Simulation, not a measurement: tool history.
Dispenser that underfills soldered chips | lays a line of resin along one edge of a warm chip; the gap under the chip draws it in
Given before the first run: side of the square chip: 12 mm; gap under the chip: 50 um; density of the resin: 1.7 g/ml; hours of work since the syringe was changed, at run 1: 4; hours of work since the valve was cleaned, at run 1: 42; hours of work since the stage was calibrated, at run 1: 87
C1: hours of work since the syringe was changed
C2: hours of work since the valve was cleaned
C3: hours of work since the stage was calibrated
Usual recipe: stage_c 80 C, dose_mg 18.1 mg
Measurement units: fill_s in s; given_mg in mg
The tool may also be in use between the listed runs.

run 1 hour=0.0 | stage_c=80 dose_mg=18.1 | C1=4 C2=42 C3=87 | fill_s=293.2 given_mg=17.50
run 2 hour=3.4 | stage_c=80 dose_mg=17.5 | C1=6 C2=44 C3=89 | fill_s=330.0 given_mg=16.85
run 3 hour=8.0 | stage_c=80 dose_mg=20.4 | C1=9 C2=47 C3=92 | fill_s=354.2 given_mg=19.67
-- hour=8.7 new syringe of resin
run 4 hour=11.9 | stage_c=80 dose_mg=18.1 | C1=2 C2=49 C3=94 | fill_s=263.9 given_mg=17.23
run 5 hour=15.5 | stage_c=80 dose_mg=18.1 | C1=4 C2=51 C3=96 | fill_s=289.9 given_mg=17.36
run 6 hour=19.8 | stage_c=80 dose_mg=18.1 | C1=7 C2=54 C3=99 | fill_s=329.5 given_mg=17.35
-- hour=23.7 new syringe of resin
run 7 hour=23.7 | stage_c=80 dose_mg=18.1 | C1=0 C2=56 C3=101 | fill_s=247.4 given_mg=17.29
run 8 hour=29.1 | stage_c=80 dose_mg=18.1 | C1=3 C2=60 C3=105 | fill_s=285.2 given_mg=17.28
-- hour=32.5 dispensing valve cleaned and set on the balance
run 9 hour=34.3 | stage_c=80 dose_mg=18.1 | C1=6 C2=1 C3=107 | fill_s=315.2 given_mg=18.01
run 10 hour=39.3 | stage_c=80 dose_mg=21.3 | C1=9 C2=4 C3=110 | fill_s=355.8 given_mg=21.18
-- hour=40.1 new syringe of resin
run 11 hour=43.8 | stage_c=80 dose_mg=21.3 | C1=2 C2=7 C3=113 | fill_s=267.4 given_mg=21.09
run 12 hour=49.6 | stage_c=80 dose_mg=18.1 | C1=6 C2=10 C3=116 | fill_s=319.4 given_mg=17.84
run 13 hour=52.1 | stage_c=84 dose_mg=18.1 | C1=7 C2=12 C3=118 | fill_s=279.5 given_mg=17.86
-- hour=55.3 new syringe of resin
run 14 hour=57.0 | stage_c=86 dose_mg=18.1 | C1=1 C2=15 C3=121 | fill_s=196.2 given_mg=17.87
run 15 hour=62.8 | stage_c=86 dose_mg=18.1 | C1=5 C2=18 C3=124 | fill_s=233.0 given_mg=17.79
run 16 hour=68.2 | stage_c=95 dose_mg=18.1 | C1=8 C2=21 C3=127 | fill_s=183.2 given_mg=17.83
-- hour=70.6 new syringe of resin
run 17 hour=71.2 | stage_c=95 dose_mg=18.1 | C1=0 C2=23 C3=129 | fill_s=133.0 given_mg=17.70
run 18 hour=75.8 | stage_c=95 dose_mg=18.1 | C1=3 C2=26 C3=132 | fill_s=152.0 given_mg=17.76
run 19 hour=79.4 | stage_c=95 dose_mg=18.1 | C1=5 C2=28 C3=134 | fill_s=165.3 given_mg=17.68
run 20 hour=85.1 | stage_c=95 dose_mg=18.1 | C1=9 C2=32 C3=138 | fill_s=195.4 given_mg=17.64
-- hour=85.8 new syringe of resin
run 21 hour=91.1 | stage_c=95 dose_mg=18.1 | C1=3 C2=35 C3=141 | fill_s=154.6 given_mg=17.74
run 22 hour=93.4 | stage_c=95 dose_mg=18.1 | C1=5 C2=36 C3=143 | fill_s=168.5 given_mg=17.43
run 23 hour=97.6 | stage_c=95 dose_mg=18.1 | C1=7 C2=39 C3=145 | fill_s=185.1 given_mg=17.63
run 24 hour=100.1 | stage_c=95 dose_mg=18.1 | C1=9 C2=41 C3=147 | fill_s=195.6 given_mg=17.58
-- hour=100.8 new syringe of resin
run 25 hour=104.3 | stage_c=76 dose_mg=19.1 | C1=2 C2=43 C3=149 | fill_s=320.3 given_mg=18.50
run 26 hour=107.9 | stage_c=85 dose_mg=16.9 | C1=4 C2=45 C3=151 | fill_s=251.6 given_mg=16.19
run 27 hour=113.7 | stage_c=74 dose_mg=22.9 | C1=8 C2=49 C3=155 | fill_s=438.2 given_mg=22.05
-- hour=115.8 new syringe of resin
run 28 hour=118.3 | stage_c=90 dose_mg=18.5 | C1=2 C2=51 C3=157 | fill_s=176.1 given_mg=17.91
run 29 hour=121.8 | stage_c=90 dose_mg=18.5 | C1=4 C2=53 C3=160 | fill_s=192.7 given_mg=17.69
run 30 hour=126.9 | stage_c=79 dose_mg=17.1 | C1=7 C2=57 C3=163 | fill_s=357.2 given_mg=16.40
-- hour=130.7 new syringe of resin
run 31 hour=132.6 | stage_c=88 dose_mg=18.7 | C1=1 C2=60 C3=166 | fill_s=190.7 given_mg=17.69
-- hour=135.6 dispensing valve cleaned and set on the balance
run 32 hour=136.5 | stage_c=88 dose_mg=15.7 | C1=3 C2=1 C3=168 | fill_s=208.3 given_mg=15.70
run 33 hour=139.8 | stage_c=80 dose_mg=15.6 | C1=5 C2=3 C3=170 | fill_s=321.8 given_mg=15.64
run 34 hour=145.4 | stage_c=69 dose_mg=21.6 | C1=8 C2=6 C3=173 | fill_s=578.2 given_mg=21.53
-- hour=146.7 new syringe of resin
run 35 hour=151.1 | stage_c=69 dose_mg=21.6 | C1=3 C2=9 C3=176 | fill_s=449.3 given_mg=21.47
run 36 hour=155.3 | stage_c=80 dose_mg=20.8 | C1=5 C2=12 C3=179 | fill_s=304.4 given_mg=20.74
run 37 hour=160.4 | stage_c=65 dose_mg=20.8 | C1=8 C2=15 C3=182 | fill_s=696.0 given_mg=20.51

Entry by entry between the runs, the difference in hidden state between the last listed run before and the first listed run after:
From run 3 to run 4: new syringe of resin (hour 8.7)
  resin's viscosity, % of fresh resin's: 144.3 -> 106.7; dose that the valve gives, % of what is set: 96.21 -> 96.05
  measured less the result without the state, fill_s: +110.2 -> +18.9 s; given_mg: -0.77 -> -0.72 mg
From run 6 to run 7: new syringe of resin (hour 23.7)
  resin's viscosity, % of fresh resin's: 130.8 -> 100.2; dose that the valve gives, % of what is set: 95.7 -> 95.54; true chip temperature over the reading, C: -0.05 -> -0.06
  measured less the result without the state, fill_s: +80.1 -> +3.3 s; given_mg: -0.78 -> -0.81 mg
From run 8 to run 9: dispensing valve cleaned and set on the balance (hour 32.5)
  resin's viscosity, % of fresh resin's: 115.5 -> 128.7; dose that the valve gives, % of what is set: 95.27 -> 99.83
  measured less the result without the state, fill_s: +41.2 -> +71.2 s; given_mg: -0.86 -> -0.03 mg
From run 10 to run 11: new syringe of resin (hour 40.1)
  resin's viscosity, % of fresh resin's: 146.5 -> 110.1; dose that the valve gives, % of what is set: 99.6 -> 99.39; true chip temperature over the reading, C: -0.08 -> -0.09
  measured less the result without the state, fill_s: +113.9 -> +25.7 s; given_mg: -0.08 -> -0.13 mg
From run 13 to run 14: new syringe of resin (hour 55.3)
  resin's viscosity, % of fresh resin's: 136.6 -> 103.5; dose that the valve gives, % of what is set: 98.98 -> 98.76; true chip temperature over the reading, C: -0.1 -> -0.11
  measured less the result without the state, fill_s: +76.2 -> +7.9 s; given_mg: -0.19 -> -0.22 mg
From run 16 to run 17: new syringe of resin (hour 70.6)
  resin's viscosity, % of fresh resin's: 138.5 -> 100.7; dose that the valve gives, % of what is set: 98.23 -> 98.11; true chip temperature over the reading, C: -0.12 -> -0.13
  measured less the result without the state, fill_s: +52.0 -> +2.1 s; given_mg: -0.32 -> -0.34 mg
From run 20 to run 21: new syringe of resin (hour 85.8)
  resin's viscosity, % of fresh resin's: 144.8 -> 116.2; dose that the valve gives, % of what is set: 97.46 -> 97.19; true chip temperature over the reading, C: -0.15 -> -0.16
  measured less the result without the state, fill_s: +61.9 -> +23.1 s; given_mg: -0.46 -> -0.51 mg
From run 24 to run 25: new syringe of resin (hour 100.8)
  resin's viscosity, % of fresh resin's: 146.9 -> 109.2; dose that the valve gives, % of what is set: 96.76 -> 96.58; true chip temperature over the reading, C: -0.17 -> -0.18
  measured less the result without the state, fill_s: +64.3 -> +30.6 s; given_mg: -0.59 -> -0.65 mg
From run 27 to run 28: new syringe of resin (hour 115.8)
  resin's viscosity, % of fresh resin's: 139.1 -> 107; dose that the valve gives, % of what is set: 96.15 -> 95.95; true chip temperature over the reading, C: -0.19 -> -0.2
  measured less the result without the state, fill_s: +126.4 -> +13.9 s; given_mg: -0.88 -> -0.75 mg
From run 30 to run 31: new syringe of resin (hour 130.7)
  resin's viscosity, % of fresh resin's: 133.9 -> 105.6; dose that the valve gives, % of what is set: 95.52 -> 95.29; true chip temperature over the reading, C: -0.21 -> -0.22
  measured less the result without the state, fill_s: +95.9 -> +13.1 s; given_mg: -0.76 -> -0.87 mg
From run 31 to run 32: dispensing valve cleaned and set on the balance (hour 135.6)
  resin's viscosity, % of fresh resin's: 105.6 -> 113.7; dose that the valve gives, % of what is set: 95.29 -> 99.99
  measured less the result without the state, fill_s: +13.1 -> +26.9 s; given_mg: -0.87 -> +0.00 mg
From run 34 to run 35: new syringe of resin (hour 146.7)
  resin's viscosity, % of fresh resin's: 143.1 -> 111; dose that the valve gives, % of what is set: 99.57 -> 99.32; true chip temperature over the reading, C: -0.24 -> -0.25
  measured less the result without the state, fill_s: +178.7 -> +49.2 s; given_mg: -0.09 -> -0.14 mg

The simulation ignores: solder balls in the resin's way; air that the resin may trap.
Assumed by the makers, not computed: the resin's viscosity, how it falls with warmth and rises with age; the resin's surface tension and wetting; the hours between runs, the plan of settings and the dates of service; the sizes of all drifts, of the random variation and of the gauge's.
